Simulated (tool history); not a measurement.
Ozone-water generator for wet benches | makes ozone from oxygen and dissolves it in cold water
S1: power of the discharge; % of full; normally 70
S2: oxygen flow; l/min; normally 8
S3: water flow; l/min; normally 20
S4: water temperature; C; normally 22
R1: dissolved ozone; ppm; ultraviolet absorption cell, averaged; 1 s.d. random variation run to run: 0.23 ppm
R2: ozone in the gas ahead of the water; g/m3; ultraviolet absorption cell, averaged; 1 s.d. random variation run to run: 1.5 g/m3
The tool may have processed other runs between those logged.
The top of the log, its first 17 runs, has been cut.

| run | hour | S1 | S2 | S3 | S4 | R1 | R2 |
|---|---|---|---|---|---|---|---|
| 18 | 1504.6 | 55 | 8 | 20 | 22 | 28.7 | 225.1 |
| 19 | 1561.8 | 70 | 8.04 | 20 | 22 | 34.7 | 271.9 |
| 20 | 1625.7 | 70 | 4.94 | 15 | 26 | 43 | 374.8 |
| 21 | 1722.3 | 82 | 5.46 | 20 | 22 | 42.4 | 398.5 |
| 22 | 1768.7 | 82 | 5.46 | 20 | 22 | 42.3 | 398.9 |
| 23 | 1877.5 | 70 | 8 | 20 | 19 | 37.2 | 274.3 |
| 24 | 1973.7 | 95 | 9.89 | 20 | 30 | 35.3 | 309.3 |
| 25 | 2058 | 70 | 8 | 14 | 22 | 42.7 | 271.5 |
| 26 | 2170.1 | 73 | 8 | 21 | 16 | 38.6 | 281.7 |
| 27 | 2249.6 | 59 | 8 | 20 | 18 | 32.4 | 237.3 |
| 28 | 2354.2 | 87 | 11.1 | 20 | 22 | 38 | 263.6 |
| 29 | 2432.7 | 87 | 11.1 | 27 | 17 | 34.6 | 260 |
| 30 | 2529.7 | 57 | 11.44 | 27 | 17 | 24.6 | 181.7 |

Forecast run 31:
| 31 | 2584 | 57 | 11.44 | 27 | 17 | ? | ? |

Run 31 came out at R1 24.5 ppm, R2 184 g/m3.
If the tool had no hidden condition, the same run with the same run-to-run variation would have returned R1 24.5 ppm, R2 188.2 g/m3.

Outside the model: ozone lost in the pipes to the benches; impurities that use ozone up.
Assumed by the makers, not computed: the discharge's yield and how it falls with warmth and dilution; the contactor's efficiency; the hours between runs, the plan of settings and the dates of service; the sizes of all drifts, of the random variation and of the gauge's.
